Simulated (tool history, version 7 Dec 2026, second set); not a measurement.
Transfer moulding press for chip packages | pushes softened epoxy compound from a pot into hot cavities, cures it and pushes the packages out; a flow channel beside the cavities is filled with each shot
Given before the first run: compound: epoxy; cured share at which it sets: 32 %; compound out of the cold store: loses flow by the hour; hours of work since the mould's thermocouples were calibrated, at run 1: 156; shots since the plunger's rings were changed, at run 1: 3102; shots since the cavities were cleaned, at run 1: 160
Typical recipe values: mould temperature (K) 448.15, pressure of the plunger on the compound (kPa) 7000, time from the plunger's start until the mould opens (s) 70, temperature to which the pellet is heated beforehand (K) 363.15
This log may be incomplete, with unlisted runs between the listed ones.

run    day  mould temperature (K)  pressure of the plunger on the compound (kPa)  time from the plunger's start until the mould opens (s)  temperature to which the pellet is heated beforehand (K)  hours of work since the mould's thermocouples were calibrated  shots since the plunger's rings were changed  shots since the cavities were cleaned  incoming compound's hours out of the cold store  length that the compound runs in the flow channel (mm)  greatest force on the pins that push the packages out (N)
  1      0                 448.15                                           7000                                                       70                                                    363.15                                                            156                                          3102                                    160                                             24.1                                                     909                                                        758
  2  0.275                 449.15                                           7000                                                       70                                                    363.15                                                            160                                          3192                                    250                                             33.5                                                     888                                                        755
  3   0.65                 449.15                                           7000                                                       70                                                    363.15                                                            165                                          3316                                    374                                             38.7                                                     879                                                        837
     0.808  -- cavities cleaned with cleaning compound and waxed
  4   0.95                 449.15                                           8100                                                       70                                                    363.15                                                            168                                          3394                                     46                                             19.8                                                     988                                                        586
  5  1.121                 449.15                                           8100                                                       70                                                    363.15                                                            170                                          3451                                    103                                             34.2                                                     931                                                        615
  6  1.504                 448.15                                           7000                                                       70                                                    363.15                                                            175                                          3578                                    230                                             28.5                                                     888                                                        806
  7  1.788                 448.15                                           7000                                                       70                                                    363.15                                                            179                                          3671                                    323                                             42.4                                                     866                                                        866
     2.117  -- cavities cleaned with cleaning compound and waxed
  8  2.142                 448.15                                           7380                                                       70                                                    363.15                                                            183                                          3767                                      8                                             20.4                                                     936                                                        604
  9    2.3                 448.15                                           7380                                                       70                                                    363.15                                                            185                                          3820                                     61                                             46.8                                                     880                                                        636
 10  2.633                 448.15                                           7000                                                       70                                                    363.15                                                            189                                          3930                                    171                                             17.5                                                     925                                                        763
 11  2.854                 448.15                                           7000                                                       70                                                    363.15                                                            192                                          4003                                    244                                             47.6                                                     850                                                        783
 12  3.071                 448.15                                           7000                                                       70                                                    363.15                                                            195                                          4074                                    315                                             35.6                                                     866                                                        853
 13  3.238                 448.15                                           7000                                                       70                                                    363.15                                                            197                                          4129                                    370                                             47.8                                                     842                                                        855
     3.408  -- cavities cleaned with cleaning compound and waxed
 14  3.621                 448.15                                           7000                                                       70                                                    363.15                                                            202                                          4235                                     70                                             18.9                                                     911                                                        655
 15  3.908                 442.15                                           7000                                                       75                                                    363.15                                                            205                                          4330                                    165                                             45.7                                                     873                                                        912
 16  4.171                 442.15                                           7000                                                       75                                                    363.15                                                            209                                          4416                                    251                                             38.7                                                     883                                                       1000
 17  4.338                 446.15                                           7000                                                       66                                                    363.15                                                            211                                          4471                                    306                                             11.2                                                     939                                                       1172
 18  4.571                 453.15                                           7000                                                       70                                                    363.15                                                            214                                          4549                                    384                                             29.9                                                     864                                                        717
     4.708  -- cavities cleaned with cleaning compound and waxed
 19  4.888                 453.15                                           7000                                                       70                                                    363.15                                                            218                                          4633                                     59                                             23.3                                                     872                                                        498
 20  5.271                 443.15                                           7950                                                       70                                                    364.15                                                            223                                          4759                                    185                                             29.6                                                     957                                                       1070
 21  5.529                 443.15                                           7950                                                       70                                                    364.15                                                            226                                          4844                                    270                                             46.3                                                     917                                                       1093
 22    5.9                 446.15                                           6940                                                       73                                                    371.15                                                            231                                          4966                                    392                                             11.7                                                     919                                                        898
     6.012  -- cavities cleaned with cleaning compound and waxed
 23  6.321                 448.15                                           7390                                                       79                                                    363.15                                                            236                                          5085                                    102                                             37.5                                                     882                                                        555
 24  6.504                 448.15                                           7390                                                       79                                                    363.15                                                            238                                          5146                                    163                                             14.5                                                     931                                                        568
 25  6.888                 448.15                                           7390                                                       63                                                    356.15                                                            243                                          5271                                    288                                             36.7                                                     878                                                       1121
     7.304  -- cavities cleaned with cleaning compound and waxed
 26  7.317                 453.15                                           5560                                                       72                                                    366.15                                                            248                                          5392                                      3                                             31.6                                                     759                                                        445
     7.654  -- plunger's sealing rings changed
 27    7.8                 448.15                                           7000                                                       70                                                    358.15                                                            253                                            48                                    129                                             17.8                                                     956                                                        740

Pick out some run-to-run changes in length that the compound runs in the flow channel (mm). Of each, how much would a tool without hidden state show as well, from the settings, what came in and chance, and how much is left for the hidden state and any gauge scatter not in both results compared?
The hidden state here: true mould temperature over the reading, C; pressure that reaches the compound, % of what is set; grip of the stained cavities, % over clean ones'; drift of the gauge itself on flow_mm, %; drift of the gauge itself on push_out_n, %.
Run 19 -> 20: mould temperature (K) 453.15 -> 443.15, pressure of the plunger on the compound (kPa) 7000 -> 7950, temperature to which the pellet is heated beforehand (K) 363.15 -> 364.15. length that the compound runs in the flow channel (mm) +85: hidden state -7, all else +92.
Run 25 -> 26: mould temperature (K) 448.15 -> 453.15, pressure of the plunger on the compound (kPa) 7390 -> 5560, time from the plunger's start until the mould opens (s) 63 -> 72, temperature to which the pellet is heated beforehand (K) 356.15 -> 366.15, cavities cleaned with cleaning compound and waxed. length that the compound runs in the flow channel (mm) -119: hidden state +7, all else -126.
Run 26 -> 27: mould temperature (K) 453.15 -> 448.15, pressure of the plunger on the compound (kPa) 5560 -> 7000, time from the plunger's start until the mould opens (s) 72 -> 70, temperature to which the pellet is heated beforehand (K) 366.15 -> 358.15, plunger's sealing rings changed. length that the compound runs in the flow channel (mm) +197: hidden state +47, all else +150.

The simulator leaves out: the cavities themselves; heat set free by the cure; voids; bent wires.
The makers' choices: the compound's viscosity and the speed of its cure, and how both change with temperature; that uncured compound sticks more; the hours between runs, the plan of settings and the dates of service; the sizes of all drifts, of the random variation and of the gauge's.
